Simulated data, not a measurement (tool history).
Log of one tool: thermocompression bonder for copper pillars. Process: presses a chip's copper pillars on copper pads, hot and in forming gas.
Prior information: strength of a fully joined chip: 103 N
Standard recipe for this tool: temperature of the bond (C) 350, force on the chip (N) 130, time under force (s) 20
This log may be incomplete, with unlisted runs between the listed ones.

run	day	temperature of the bond (C)	force on the chip (N)	time under force (s)	force that shears a chip off (N)
1	0.000	350	130	20	49.0
# day 0.529: forming gas filter changed
2	1.021	350	130	20	52.4
3	2.375	350	130	20	50.5
4	3.879	350	130	20	49.6
5	5.758	350	130	20	48.3
# day 6.212: forming gas filter changed
6	6.967	350	130	20	52.6
7	7.817	350	130	33	61.1
8	9.625	354	130	20	50.6
9	11.088	354	130	20	50.4
# day 11.346: force cell calibrated
# day 11.992: forming gas filter changed
10	12.229	326	130	20	42.6
11	13.317	326	130	20	41.5
# day 14.183: force cell calibrated, once more
12	15.275	352	130	20	53.2
13	16.146	352	130	20	52.1
14	17.058	350	130	20	49.7
# day 17.762: forming gas filter changed
15	18.617	350	130	20	53.9
16	20.104	350	102	20	44.7
17	21.696	350	130	20	50.9
18	22.988	350	130	16	47.0
# day 23.392: forming gas filter changed
19	24.500	350	130	16	49.3
20	25.658	350	130	16	49.5
21	27.383	350	130	16	48.2
22	28.262	350	113	14	40.2
# day 29.000: forming gas filter changed
23	29.742	334	99	14	34.6
24	31.604	334	99	14	34.3
25	33.258	327	126	14	36.9
26	34.204	327	126	14	35.2
# day 34.633: forming gas filter changed
27	36.100	356	119	22	54.9
28	37.400	365	193	14	63.8
29	39.117	365	193	14	63.3
# day 40.283: forming gas filter changed
30	40.988	344	101	51	61.3
31	42.300	352	130	20	53.5
32	44.129	352	130	20	51.7
33	45.696	334	100	20	35.6
# day 45.971: forming gas filter changed
34	47.000	334	100	20	39.9

Run 35 is up next; what results do you expect?
35	47.804	334	100	20	?

force that shears a chip off (N): 38.5
With no hidden state in the tool, this same run would have given force that shears a chip off (N) 38.1.
